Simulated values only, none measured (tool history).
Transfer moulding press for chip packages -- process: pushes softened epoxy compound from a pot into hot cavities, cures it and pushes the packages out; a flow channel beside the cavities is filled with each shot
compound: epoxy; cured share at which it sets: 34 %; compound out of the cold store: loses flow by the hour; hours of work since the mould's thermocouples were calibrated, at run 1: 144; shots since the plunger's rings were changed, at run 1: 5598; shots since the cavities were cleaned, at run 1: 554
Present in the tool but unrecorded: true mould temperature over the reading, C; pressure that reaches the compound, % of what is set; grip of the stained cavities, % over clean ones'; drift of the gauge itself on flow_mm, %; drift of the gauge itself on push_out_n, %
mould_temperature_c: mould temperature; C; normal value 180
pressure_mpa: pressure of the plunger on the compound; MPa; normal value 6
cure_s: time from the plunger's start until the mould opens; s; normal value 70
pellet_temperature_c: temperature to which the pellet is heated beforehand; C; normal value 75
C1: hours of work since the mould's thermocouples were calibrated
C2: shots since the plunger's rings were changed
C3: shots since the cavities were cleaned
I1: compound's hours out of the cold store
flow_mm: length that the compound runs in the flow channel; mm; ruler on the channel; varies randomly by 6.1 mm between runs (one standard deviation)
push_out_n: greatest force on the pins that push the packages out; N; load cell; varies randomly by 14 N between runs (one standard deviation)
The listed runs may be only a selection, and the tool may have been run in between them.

run 1 day=0 | mould_temperature_c=180 pressure_mpa=6 cure_s=70 pellet_temperature_c=75 | C1=144 C2=5598 C3=554 | I1=9.4 | flow_mm=778 push_out_n=1006
-- day=0.196 cavities cleaned with cleaning compound and waxed
run 2 day=0.429 | mould_temperature_c=180 pressure_mpa=6.67 cure_s=70 pellet_temperature_c=75 | C1=151 C2=5761 C3=104 | I1=45.8 | flow_mm=732 push_out_n=1055
run 3 day=0.883 | mould_temperature_c=180 pressure_mpa=6.67 cure_s=70 pellet_temperature_c=75 | C1=158 C2=5962 C3=305 | I1=23.6 | flow_mm=789 push_out_n=1091
run 4 day=1.338 | mould_temperature_c=180 pressure_mpa=6.67 cure_s=70 pellet_temperature_c=75 | C1=166 C2=6163 C3=506 | I1=42.2 | flow_mm=740 push_out_n=1039
-- day=1.646 cavities cleaned with cleaning compound and waxed
run 5 day=1.875 | mould_temperature_c=175 pressure_mpa=6 cure_s=70 pellet_temperature_c=75 | C1=175 C2=6374 C3=102 | I1=8.4 | flow_mm=777 push_out_n=1189
-- day=2.117 cavities cleaned with cleaning compound and waxed, once more
run 6 day=2.388 | mould_temperature_c=175 pressure_mpa=6 cure_s=70 pellet_temperature_c=75 | C1=183 C2=6573 C3=120 | I1=43.8 | flow_mm=695 push_out_n=1032
run 7 day=2.804 | mould_temperature_c=175 pressure_mpa=6 cure_s=70 pellet_temperature_c=75 | C1=190 C2=6758 C3=305 | I1=11.2 | flow_mm=786 push_out_n=1275
-- day=3.075 plunger's sealing rings changed
-- day=3.654 cavities cleaned with cleaning compound and waxed
run 8 day=3.654 | mould_temperature_c=180 pressure_mpa=6 cure_s=70 pellet_temperature_c=75 | C1=202 C2=228 C3=0 | I1=35.3 | flow_mm=787 push_out_n=675
run 9 day=4.162 | mould_temperature_c=186 pressure_mpa=6 cure_s=70 pellet_temperature_c=75 | C1=211 C2=454 C3=226 | I1=15.5 | flow_mm=824 push_out_n=591
run 10 day=4.729 | mould_temperature_c=178 pressure_mpa=6.43 cure_s=70 pellet_temperature_c=80 | C1=220 C2=706 C3=478 | I1=14 | flow_mm=885 push_out_n=1058
-- day=5.1 cavities cleaned with cleaning compound and waxed
run 11 day=5.354 | mould_temperature_c=178 pressure_mpa=6.43 cure_s=70 pellet_temperature_c=80 | C1=230 C2=955 C3=112 | I1=27.3 | flow_mm=815 push_out_n=812
run 12 day=5.804 | mould_temperature_c=180 pressure_mpa=4.52 cure_s=70 pellet_temperature_c=82 | C1=238 C2=1155 C3=312 | I1=43.1 | flow_mm=661 push_out_n=819
-- day=6.521 cavities cleaned with cleaning compound and waxed
run 13 day=6.521 | mould_temperature_c=180 pressure_mpa=4.52 cure_s=70 pellet_temperature_c=82 | C1=249 C2=1443 C3=0 | I1=13.9 | flow_mm=710 push_out_n=691
run 14 day=6.938 | mould_temperature_c=180 pressure_mpa=4.52 cure_s=70 pellet_temperature_c=82 | C1=257 C2=1629 C3=186 | I1=15.1 | flow_mm=717 push_out_n=771
run 15 day=7.567 | mould_temperature_c=180 pressure_mpa=4.52 cure_s=70 pellet_temperature_c=82 | C1=268 C2=1909 C3=466 | I1=11 | flow_mm=724 push_out_n=899
-- day=7.967 cavities cleaned with cleaning compound and waxed
run 16 day=8.058 | mould_temperature_c=187 pressure_mpa=6 cure_s=70 pellet_temperature_c=65 | C1=275 C2=2099 C3=42 | I1=35.8 | flow_mm=748 push_out_n=503
run 17 day=8.625 | mould_temperature_c=187 pressure_mpa=4.84 cure_s=70 pellet_temperature_c=65 | C1=285 C2=2349 C3=292 | I1=20.2 | flow_mm=701 push_out_n=598
run 18 day=9.008 | mould_temperature_c=182 pressure_mpa=5.97 cure_s=59 pellet_temperature_c=68 | C1=292 C2=2520 C3=463 | I1=38.4 | flow_mm=738 push_out_n=1257

Alternative continuations, all from the tool just after run 18; predict every row:
-- day=9.412 cavities cleaned with cleaning compound and waxed
run A day=9.629 | mould_temperature_c=180 pressure_mpa=6 cure_s=70 pellet_temperature_c=82 | C1=302 C2=2768 C3=97 | I1=17.2 | flow_mm=? push_out_n=?
-- day=9.412 cavities cleaned with cleaning compound and waxed
run B day=9.629 | mould_temperature_c=182 pressure_mpa=5.26 cure_s=59 pellet_temperature_c=68 | C1=302 C2=2768 C3=97 | I1=15.8 | flow_mm=? push_out_n=?
-- day=9.412 cavities cleaned with cleaning compound and waxed
run C day=9.629 | mould_temperature_c=182 pressure_mpa=6.1 cure_s=78 pellet_temperature_c=75 | C1=302 C2=2768 C3=97 | I1=39.7 | flow_mm=? push_out_n=?

run=A flow_mm=791 push_out_n=740
run=B flow_mm=758 push_out_n=1130
run=C flow_mm=744 push_out_n=536
Stripped of hidden state, with their random variation kept, the same runs would have yielded:
run=A flow_mm=831 push_out_n=684
run=B flow_mm=796 push_out_n=1047
run=C flow_mm=781 push_out_n=485
